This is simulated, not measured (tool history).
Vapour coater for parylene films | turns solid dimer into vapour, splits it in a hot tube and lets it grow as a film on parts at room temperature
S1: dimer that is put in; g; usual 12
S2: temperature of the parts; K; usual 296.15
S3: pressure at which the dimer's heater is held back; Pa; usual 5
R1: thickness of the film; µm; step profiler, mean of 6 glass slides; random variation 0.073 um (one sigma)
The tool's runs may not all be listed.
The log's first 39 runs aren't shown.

run	hour	S1	S2	S3	R1
40	432.5	6	289.15	5	6.18
41	446.8	6	289.15	5	6.14
42	461.3	17	306.15	5	10.58
43	468.3	17	306.15	5	10.72
44	483.8	7	296.15	6.97	5.68
45	491.3	13	305.15	4.17	8.64
46	500.4	13	294.15	5.55	11.39
47	513.1	9	289.15	5	9.3

Forecast each of these 3 alternatives for the next run:
A	528.2	6	296.15	5	?
B	528.2	9	290.15	5	?
C	528.2	9	296.15	2.52	?

run	R1
A	4.99
B	8.97
C	8.33
Without the tool's hidden state the same runs would have given:
run	R1
A	5.08
B	9.12
C	8.46

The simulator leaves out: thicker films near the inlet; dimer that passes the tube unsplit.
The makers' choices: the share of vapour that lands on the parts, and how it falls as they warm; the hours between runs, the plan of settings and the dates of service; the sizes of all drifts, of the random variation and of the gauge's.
